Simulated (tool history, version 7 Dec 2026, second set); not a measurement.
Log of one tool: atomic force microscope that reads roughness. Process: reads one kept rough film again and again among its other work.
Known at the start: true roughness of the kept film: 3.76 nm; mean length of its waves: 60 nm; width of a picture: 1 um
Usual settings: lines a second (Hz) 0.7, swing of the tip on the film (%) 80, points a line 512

run,hour,lines a second (Hz),swing of the tip on the film (%),points a line,roughness of the kept film (nm (root mean square))
1,0,0.7,80,512,3.37
2,13,0.7,80,512,3.322
3,39.8,0.7,65,512,3.323
# hour 56.8: new tip fitted
4,69.3,0.7,80,931,3.433
5,86.2,0.7,80,931,3.355
6,109.5,0.7,80,931,3.256
# hour 132.4: new tip fitted
7,135.1,0.7,80,931,3.467
8,161.8,0.7,80,931,3.334
9,190.1,0.7,80,931,3.204
# hour 208.3: new tip fitted
10,210.2,0.7,80,512,3.503
11,240.9,0.7,80,512,3.338
12,257.7,0.7,80,512,3.283
13,279.4,0.7,62,512,3.297
# hour 283.4: new tip fitted
14,302.4,0.7,62,512,3.49
15,321.6,0.7,62,283,3.433
16,349.8,2.224,79,444,2.976
# hour 358.2: new tip fitted
17,367.2,2.367,78,444,3.191
# hour 369.5: height scale calibrated on a step standard
18,385.6,2.367,78,444,3.116
19,405.5,2.367,78,444,3.042
# hour 416.3: height scale calibrated on a step standard, once more
# hour 435.9: new tip fitted
20,436.9,0.936,64,683,3.53
21,454.1,0.7,58,512,3.46
22,469.6,0.7,57,512,3.419
23,498.6,0.7,57,356,3.305
# hour 511.5: new tip fitted
24,523.9,3.6,83,512,2.794
25,542.8,0.7,80,1015,3.314
26,556.2,1.924,76,399,3.102
27,578.7,1.924,76,399,3.033
# hour 588.2: new tip fitted
28,609.2,0.667,77,386,3.352
29,629,0.667,77,386,3.296
30,654.8,0.667,59,386,3.283

Measured less the same run without the tool's hidden state. The same run-to-run variation is in both; the gauge's scatter may not be:
The hidden state here: radius of the tip, nm; height scale over the true one, %; drift of the gauge itself on roughness_nm, %.
run,roughness of the kept film (nm (root mean square))
1,-0.071
2,-0.122
3,-0.227
4,-0.034
5,-0.109
6,-0.196
7,-0.003
8,-0.117
9,-0.219
10,+0.017
11,-0.102
12,-0.163
13,-0.251
14,-0.05
15,-0.129
16,-0.222
17,-0.006
18,-0.065
19,-0.141
20,-0.011
21,-0.087
22,-0.15
23,-0.252
24,-0.054
25,-0.137
26,-0.18
27,-0.262
28,-0.094
29,-0.176
30,-0.285
